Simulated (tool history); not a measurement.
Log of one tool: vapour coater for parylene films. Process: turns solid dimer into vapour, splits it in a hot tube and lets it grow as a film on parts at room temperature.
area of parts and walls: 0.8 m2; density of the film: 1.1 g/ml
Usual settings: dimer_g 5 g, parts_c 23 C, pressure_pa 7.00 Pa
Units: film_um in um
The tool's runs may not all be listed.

run,hour,dimer_g,parts_c,pressure_pa,film_um
1,0.0,5,23,7.00,4.06
2,46.4,5,23,7.00,4.01
3,88.4,5,23,7.00,4.01
# hour 131.9: table's thermometer calibrated
4,139.7,5,33,7.00,2.89
5,171.0,5,33,7.00,2.85
6,211.9,5,33,7.00,3.00
7,256.2,5,23,7.00,4.01
8,300.5,5,29,7.00,3.36
9,335.7,5,23,7.00,4.03
10,364.2,5,28,4.17,3.62
# hour 398.8: trap's valve overhauled
11,409.4,5,28,4.17,3.63
12,443.1,5,32,4.17,3.20
13,496.8,5,24,6.85,3.96
14,549.8,5,24,6.85,3.95
15,607.2,4,21,7.00,3.41
16,644.5,4,31,7.00,2.53
17,673.1,4,23,3.57,3.51
18,720.8,4,18,3.57,4.05

5 ways to go on from here, each from the tool as it stands after run 18. What would each give?
A,746.5,5,27,9.24,?
B,746.5,4,24,9.99,?
C,746.5,4,27,7.00,?
D,746.5,8,25,7.00,?
E,746.5,5,23,2.20,?

run,film_um
A,3.47
B,3.05
C,2.79
D,6.10
E,4.61
Without the tool's hidden state the same runs would have given:
run,film_um
A,3.47
B,3.06
C,2.80
D,6.12
E,4.62
